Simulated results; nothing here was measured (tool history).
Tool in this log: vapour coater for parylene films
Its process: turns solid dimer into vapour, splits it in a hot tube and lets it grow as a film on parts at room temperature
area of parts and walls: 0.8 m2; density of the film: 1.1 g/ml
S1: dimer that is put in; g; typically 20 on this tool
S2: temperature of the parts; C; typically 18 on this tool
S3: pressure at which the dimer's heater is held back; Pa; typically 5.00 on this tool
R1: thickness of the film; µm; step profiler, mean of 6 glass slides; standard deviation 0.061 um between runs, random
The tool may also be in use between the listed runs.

{"run": 1, "hour": 0.0, "S1": 20, "S2": 18, "S3": 5.0, "R1": 12.09}
{"run": 2, "hour": 14.8, "S1": 20, "S2": 18, "S3": 5.0, "R1": 12.12}
{"run": 3, "hour": 40.7, "S1": 20, "S2": 18, "S3": 6.44, "R1": 11.35}
{"run": 4, "hour": 70.2, "S1": 20, "S2": 18, "S3": 6.44, "R1": 11.32}
{"run": 5, "hour": 101.5, "S1": 20, "S2": 18, "S3": 6.44, "R1": 11.11}
{"run": 6, "hour": 124.1, "S1": 20, "S2": 18, "S3": 2.76, "R1": 13.46}
{"run": 7, "hour": 154.3, "S1": 20, "S2": 18, "S3": 2.76, "R1": 13.34}
{"run": 8, "hour": 177.0, "S1": 20, "S2": 18, "S3": 2.76, "R1": 13.35}
{"run": 9, "hour": 208.4, "S1": 20, "S2": 18, "S3": 2.76, "R1": 13.37}
{"run": 10, "hour": 236.3, "S1": 20, "S2": 18, "S3": 5.0, "R1": 11.64}
{"run": 11, "hour": 267.1, "S1": 20, "S2": 18, "S3": 5.0, "R1": 11.53}
{"run": 12, "hour": 295.2, "S1": 20, "S2": 18, "S3": 5.0, "R1": 11.46}
{"run": 13, "hour": 318.9, "S1": 20, "S2": 18, "S3": 5.0, "R1": 11.42}
{"run": 14, "hour": 332.7, "S1": 20, "S2": 18, "S3": 5.0, "R1": 11.28}
{"run": 15, "hour": 363.5, "S1": 20, "S2": 30, "S3": 3.81, "R1": 9.09}
{"run": 16, "hour": 389.6, "S1": 23, "S2": 24, "S3": 5.0, "R1": 11.17}
{"run": 17, "hour": 407.3, "S1": 23, "S2": 16, "S3": 2.1, "R1": 16.08}
{"run": 18, "hour": 422.9, "S1": 23, "S2": 16, "S3": 2.1, "R1": 16.06}
{"run": 19, "hour": 444.1, "S1": 23, "S2": 16, "S3": 2.1, "R1": 15.96}
{"hour": 456.5, "done": "trap's valve overhauled"}
{"run": 20, "hour": 469.7, "S1": 23, "S2": 16, "S3": 2.1, "R1": 17.72}
{"hour": 472.1, "done": "table's thermometer calibrated"}
{"run": 21, "hour": 497.0, "S1": 23, "S2": 16, "S3": 2.1, "R1": 17.73}
{"run": 22, "hour": 517.0, "S1": 23, "S2": 25, "S3": 4.15, "R1": 12.41}
{"hour": 533.5, "done": "table's thermometer calibrated, once more"}
{"run": 23, "hour": 541.3, "S1": 30, "S2": 11, "S3": 5.0, "R1": 20.84}
{"run": 24, "hour": 569.7, "S1": 13, "S2": 25, "S3": 3.26, "R1": 7.26}
{"run": 25, "hour": 601.8, "S1": 13, "S2": 15, "S3": 3.26, "R1": 9.07}
{"run": 26, "hour": 630.5, "S1": 13, "S2": 15, "S3": 3.26, "R1": 8.94}
{"run": 27, "hour": 655.7, "S1": 20, "S2": 10, "S3": 5.0, "R1": 13.94}
{"run": 28, "hour": 676.2, "S1": 11, "S2": 18, "S3": 2.71, "R1": 7.32}

Here are 5 independent what-if runs from the current tool condition. What would each one return?
{"run": "A", "hour": 701.8, "S1": 15, "S2": 24, "S3": 7.12, "R1": "?"}
{"run": "B", "hour": 701.8, "S1": 11, "S2": 18, "S3": 6.35, "R1": "?"}
{"run": "C", "hour": 701.8, "S1": 11, "S2": 11, "S3": 10.9, "R1": "?"}
{"run": "D", "hour": 701.8, "S1": 20, "S2": 13, "S3": 5.98, "R1": "?"}
{"run": "E", "hour": 701.8, "S1": 11, "S2": 15, "S3": 2.71, "R1": "?"}

run=A R1=7.05
run=B R1=6.08
run=C R1=6.27
run=D R1=12.51
run=E R1=7.76
With no hidden state in the tool, these same runs would have given:
run=A R1=7.44
run=B R1=6.42
run=C R1=6.62
run=D R1=13.20
run=E R1=8.18
